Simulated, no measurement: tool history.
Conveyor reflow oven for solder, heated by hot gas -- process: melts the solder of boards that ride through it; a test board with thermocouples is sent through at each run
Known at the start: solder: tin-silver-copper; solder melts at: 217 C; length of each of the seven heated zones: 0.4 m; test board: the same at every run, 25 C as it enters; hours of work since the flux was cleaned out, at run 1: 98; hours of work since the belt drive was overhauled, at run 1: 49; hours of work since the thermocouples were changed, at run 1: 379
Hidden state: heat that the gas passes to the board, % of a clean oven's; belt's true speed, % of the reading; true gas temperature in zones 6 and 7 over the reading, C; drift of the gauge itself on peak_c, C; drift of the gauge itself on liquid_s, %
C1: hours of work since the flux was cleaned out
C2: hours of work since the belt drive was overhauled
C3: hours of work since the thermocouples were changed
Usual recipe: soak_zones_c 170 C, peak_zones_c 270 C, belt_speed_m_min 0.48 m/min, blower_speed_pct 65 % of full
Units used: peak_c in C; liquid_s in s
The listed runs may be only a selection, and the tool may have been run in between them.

run 1 hour=0 | soak_zones_c=170 peak_zones_c=270 belt_speed_m_min=0.48 blower_speed_pct=65 | C1=98 C2=49 C3=379 | peak_c=252 liquid_s=72.1
run 2 hour=12 | soak_zones_c=170 peak_zones_c=270 belt_speed_m_min=0.48 blower_speed_pct=65 | C1=108 C2=59 C3=389 | peak_c=251.7 liquid_s=71.9
run 3 hour=20 | soak_zones_c=170 peak_zones_c=270 belt_speed_m_min=0.48 blower_speed_pct=65 | C1=114 C2=65 C3=395 | peak_c=251.8 liquid_s=71.9
run 4 hour=34.6 | soak_zones_c=170 peak_zones_c=270 belt_speed_m_min=0.48 blower_speed_pct=65 | C1=126 C2=77 C3=407 | peak_c=251.8 liquid_s=72
run 5 hour=45.8 | soak_zones_c=170 peak_zones_c=270 belt_speed_m_min=0.48 blower_speed_pct=65 | C1=135 C2=86 C3=416 | peak_c=251.5 liquid_s=72.2
run 6 hour=56.4 | soak_zones_c=170 peak_zones_c=270 belt_speed_m_min=0.48 blower_speed_pct=65 | C1=143 C2=94 C3=424 | peak_c=250.9 liquid_s=72.1
run 7 hour=67.8 | soak_zones_c=170 peak_zones_c=270 belt_speed_m_min=0.48 blower_speed_pct=65 | C1=152 C2=103 C3=433 | peak_c=251.4 liquid_s=72
run 8 hour=79.3 | soak_zones_c=170 peak_zones_c=270 belt_speed_m_min=0.48 blower_speed_pct=65 | C1=161 C2=113 C3=443 | peak_c=250.8 liquid_s=71.7
run 9 hour=85.8 | soak_zones_c=182 peak_zones_c=270 belt_speed_m_min=0.48 blower_speed_pct=65 | C1=166 C2=118 C3=448 | peak_c=253 liquid_s=79.7
run 10 hour=97.4 | soak_zones_c=170 peak_zones_c=270 belt_speed_m_min=0.48 blower_speed_pct=65 | C1=176 C2=127 C3=457 | peak_c=251.4 liquid_s=71.4
run 11 hour=107.9 | soak_zones_c=170 peak_zones_c=270 belt_speed_m_min=0.48 blower_speed_pct=65 | C1=184 C2=135 C3=465 | peak_c=251.3 liquid_s=71.4
run 12 hour=114.8 | soak_zones_c=170 peak_zones_c=270 belt_speed_m_min=0.48 blower_speed_pct=52 | C1=190 C2=141 C3=471 | peak_c=247.3 liquid_s=65.4
run 13 hour=125.7 | soak_zones_c=170 peak_zones_c=283 belt_speed_m_min=0.48 blower_speed_pct=52 | C1=198 C2=149 C3=479 | peak_c=257.9 liquid_s=77
run 14 hour=138.5 | soak_zones_c=170 peak_zones_c=283 belt_speed_m_min=0.48 blower_speed_pct=52 | C1=208 C2=160 C3=490 | peak_c=257.6 liquid_s=76.7
run 15 hour=148.2 | soak_zones_c=170 peak_zones_c=270 belt_speed_m_min=0.48 blower_speed_pct=69 | C1=216 C2=167 C3=497 | peak_c=252.2 liquid_s=72.5
run 16 hour=157.9 | soak_zones_c=157 peak_zones_c=270 belt_speed_m_min=0.48 blower_speed_pct=89 | C1=224 C2=175 C3=505 | peak_c=254.1 liquid_s=71
run 17 hour=167.4 | soak_zones_c=170 peak_zones_c=259 belt_speed_m_min=0.48 blower_speed_pct=51 | C1=231 C2=183 C3=513 | peak_c=237.2 liquid_s=53
run 18 hour=174.8 | soak_zones_c=169 peak_zones_c=270 belt_speed_m_min=0.48 blower_speed_pct=50 | C1=237 C2=189 C3=519 | peak_c=246 liquid_s=64.1
run 19 hour=183.5 | soak_zones_c=169 peak_zones_c=260 belt_speed_m_min=0.496 blower_speed_pct=83 | C1=244 C2=195 C3=526 | peak_c=244.2 liquid_s=63.8
run 20 hour=194.5 | soak_zones_c=169 peak_zones_c=260 belt_speed_m_min=0.496 blower_speed_pct=83 | C1=253 C2=204 C3=534 | peak_c=244.7 liquid_s=63.6
run 21 hour=200.6 | soak_zones_c=169 peak_zones_c=260 belt_speed_m_min=0.411 blower_speed_pct=83 | C1=258 C2=209 C3=539 | peak_c=249.4 liquid_s=85.4
run 22 hour=209.6 | soak_zones_c=169 peak_zones_c=260 belt_speed_m_min=0.411 blower_speed_pct=83 | C1=265 C2=216 C3=546 | peak_c=249.3 liquid_s=85.9
run 23 hour=223.7 | soak_zones_c=169 peak_zones_c=260 belt_speed_m_min=0.411 blower_speed_pct=83 | C1=276 C2=228 C3=558 | peak_c=249.3 liquid_s=85.6
run 24 hour=230.8 | soak_zones_c=169 peak_zones_c=260 belt_speed_m_min=0.411 blower_speed_pct=83 | C1=282 C2=233 C3=563 | peak_c=249.1 liquid_s=85
run 25 hour=242.7 | soak_zones_c=180 peak_zones_c=270 belt_speed_m_min=0.444 blower_speed_pct=65 | C1=291 C2=243 C3=573 | peak_c=254.6 liquid_s=87
run 26 hour=249.2 | soak_zones_c=170 peak_zones_c=270 belt_speed_m_min=0.532 blower_speed_pct=86 | C1=297 C2=248 C3=578 | peak_c=251.2 liquid_s=65
run 27 hour=262.7 | soak_zones_c=170 peak_zones_c=270 belt_speed_m_min=0.574 blower_speed_pct=62 | C1=307 C2=259 C3=589 | peak_c=242.5 liquid_s=49.4
-- hour=270.8 flux residue cleaned out of gas plates and filters
run 28 hour=278.9 | soak_zones_c=167 peak_zones_c=270 belt_speed_m_min=0.48 blower_speed_pct=65 | C1=6 C2=267 C3=597 | peak_c=251.2 liquid_s=71.3
run 29 hour=290.3 | soak_zones_c=172 peak_zones_c=270 belt_speed_m_min=0.48 blower_speed_pct=65 | C1=16 C2=277 C3=607 | peak_c=251.8 liquid_s=74.1
run 30 hour=304.5 | soak_zones_c=169 peak_zones_c=261 belt_speed_m_min=0.393 blower_speed_pct=81 | C1=27 C2=288 C3=618 | peak_c=251.4 liquid_s=93.3

Alternative continuations, all from the tool just after run 30; predict every row:
run A hour=315.6 | soak_zones_c=158 peak_zones_c=271 belt_speed_m_min=0.517 blower_speed_pct=65 | C1=36 C2=297 C3=627 | peak_c=? liquid_s=?
run B hour=315.6 | soak_zones_c=170 peak_zones_c=270 belt_speed_m_min=0.48 blower_speed_pct=60 | C1=36 C2=297 C3=627 | peak_c=? liquid_s=?
run C hour=315.6 | soak_zones_c=169 peak_zones_c=281 belt_speed_m_min=0.498 blower_speed_pct=81 | C1=36 C2=297 C3=627 | peak_c=? liquid_s=?
run D hour=315.6 | soak_zones_c=156 peak_zones_c=270 belt_speed_m_min=0.486 blower_speed_pct=70 | C1=36 C2=297 C3=627 | peak_c=? liquid_s=?
run E hour=315.6 | soak_zones_c=155 peak_zones_c=261 belt_speed_m_min=0.47 blower_speed_pct=81 | C1=36 C2=297 C3=627 | peak_c=? liquid_s=?

run=A peak_c=247.2 liquid_s=58
run=B peak_c=250.2 liquid_s=70.5
run=C peak_c=263.7 liquid_s=79.6
run=D peak_c=250.2 liquid_s=65.1
run=E peak_c=245.9 liquid_s=63.6
With no hidden state in the tool, these same runs would have given:
run=A peak_c=248.6 liquid_s=59
run=B peak_c=251.6 liquid_s=71.4
run=C peak_c=265.2 liquid_s=80
run=D peak_c=251.7 liquid_s=66.1
run=E peak_c=247.5 liquid_s=64.8

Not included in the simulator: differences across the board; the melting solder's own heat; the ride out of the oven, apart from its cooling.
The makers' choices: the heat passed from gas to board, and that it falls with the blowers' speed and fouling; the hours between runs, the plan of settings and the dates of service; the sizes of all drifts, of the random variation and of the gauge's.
